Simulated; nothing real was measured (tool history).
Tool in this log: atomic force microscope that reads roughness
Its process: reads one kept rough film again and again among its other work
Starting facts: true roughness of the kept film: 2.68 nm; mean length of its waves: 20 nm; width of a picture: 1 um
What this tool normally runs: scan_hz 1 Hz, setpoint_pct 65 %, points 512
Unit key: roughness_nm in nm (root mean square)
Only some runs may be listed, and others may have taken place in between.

{"run": 1, "hour": 0.0, "scan_hz": 1, "setpoint_pct": 65, "points": 512, "roughness_nm": 2.286}
{"run": 2, "hour": 43.9, "scan_hz": 1, "setpoint_pct": 65, "points": 512, "roughness_nm": 2.026}
{"run": 3, "hour": 68.9, "scan_hz": 1, "setpoint_pct": 65, "points": 512, "roughness_nm": 1.94}
{"run": 4, "hour": 115.1, "scan_hz": 1, "setpoint_pct": 65, "points": 512, "roughness_nm": 1.752}
{"hour": 143.4, "done": "new tip fitted"}
{"run": 5, "hour": 163.1, "scan_hz": 1, "setpoint_pct": 65, "points": 512, "roughness_nm": 2.164}
{"run": 6, "hour": 210.0, "scan_hz": 1, "setpoint_pct": 65, "points": 512, "roughness_nm": 1.904}
{"run": 7, "hour": 251.6, "scan_hz": 1, "setpoint_pct": 65, "points": 512, "roughness_nm": 1.745}
{"run": 8, "hour": 281.3, "scan_hz": 1, "setpoint_pct": 65, "points": 512, "roughness_nm": 1.62}
{"hour": 289.0, "done": "new tip fitted"}
{"hour": 300.5, "done": "height scale calibrated on a step standard"}
{"run": 9, "hour": 327.9, "scan_hz": 1, "setpoint_pct": 65, "points": 512, "roughness_nm": 2.072}
{"run": 10, "hour": 353.3, "scan_hz": 1, "setpoint_pct": 65, "points": 512, "roughness_nm": 1.946}
{"run": 11, "hour": 375.4, "scan_hz": 1, "setpoint_pct": 65, "points": 512, "roughness_nm": 1.843}
{"run": 12, "hour": 422.0, "scan_hz": 1, "setpoint_pct": 65, "points": 525, "roughness_nm": 1.669}
{"hour": 434.4, "done": "new tip fitted"}
{"run": 13, "hour": 448.9, "scan_hz": 1, "setpoint_pct": 77, "points": 512, "roughness_nm": 2.179}
{"run": 14, "hour": 475.8, "scan_hz": 1, "setpoint_pct": 65, "points": 497, "roughness_nm": 2.075}
{"run": 15, "hour": 516.7, "scan_hz": 1, "setpoint_pct": 65, "points": 512, "roughness_nm": 1.899}
{"run": 16, "hour": 548.4, "scan_hz": 1.73, "setpoint_pct": 65, "points": 512, "roughness_nm": 1.756}
{"hour": 578.5, "done": "new tip fitted"}
{"run": 17, "hour": 598.5, "scan_hz": 0.82, "setpoint_pct": 80, "points": 512, "roughness_nm": 2.172}
{"run": 18, "hour": 620.8, "scan_hz": 0.82, "setpoint_pct": 80, "points": 512, "roughness_nm": 2.046}
{"run": 19, "hour": 658.3, "scan_hz": 1.17, "setpoint_pct": 62, "points": 532, "roughness_nm": 1.878}
{"run": 20, "hour": 684.6, "scan_hz": 2.12, "setpoint_pct": 73, "points": 582, "roughness_nm": 1.725}
{"run": 21, "hour": 714.6, "scan_hz": 2.12, "setpoint_pct": 73, "points": 582, "roughness_nm": 1.62}
{"hour": 721.9, "done": "new tip fitted"}
{"run": 22, "hour": 763.6, "scan_hz": 0.83, "setpoint_pct": 89, "points": 269, "roughness_nm": 1.97}
{"run": 23, "hour": 806.2, "scan_hz": 1.11, "setpoint_pct": 75, "points": 407, "roughness_nm": 1.833}
{"run": 24, "hour": 853.2, "scan_hz": 1.11, "setpoint_pct": 75, "points": 407, "roughness_nm": 1.664}
{"hour": 868.1, "done": "new tip fitted"}
{"run": 25, "hour": 902.6, "scan_hz": 1.22, "setpoint_pct": 56, "points": 322, "roughness_nm": 2.046}
{"run": 26, "hour": 925.2, "scan_hz": 1, "setpoint_pct": 69, "points": 338, "roughness_nm": 1.973}
{"run": 27, "hour": 951.3, "scan_hz": 1.23, "setpoint_pct": 82, "points": 312, "roughness_nm": 1.794}
{"run": 28, "hour": 980.7, "scan_hz": 2.16, "setpoint_pct": 82, "points": 258, "roughness_nm": 1.595}
{"run": 29, "hour": 1004.7, "scan_hz": 0.5, "setpoint_pct": 65, "points": 586, "roughness_nm": 1.675}
{"hour": 1013.4, "done": "new tip fitted"}
{"run": 30, "hour": 1046.6, "scan_hz": 0.5, "setpoint_pct": 65, "points": 586, "roughness_nm": 2.098}

Below are 3 alternative next runs, each starting from the tool's condition after run 30. Predict each:
{"run": "A", "hour": 1068.2, "scan_hz": 0.5, "setpoint_pct": 64, "points": 586, "roughness_nm": "?"}
{"run": "B", "hour": 1068.2, "scan_hz": 0.5, "setpoint_pct": 65, "points": 257, "roughness_nm": "?"}
{"run": "C", "hour": 1068.2, "scan_hz": 0.61, "setpoint_pct": 89, "points": 512, "roughness_nm": "?"}

run=A roughness_nm=1.999
run=B roughness_nm=1.943
run=C roughness_nm=1.964
Had the tool no hidden state, the same runs would have come out as:
run=A roughness_nm=2.329
run=B roughness_nm=2.264
run=C roughness_nm=2.288
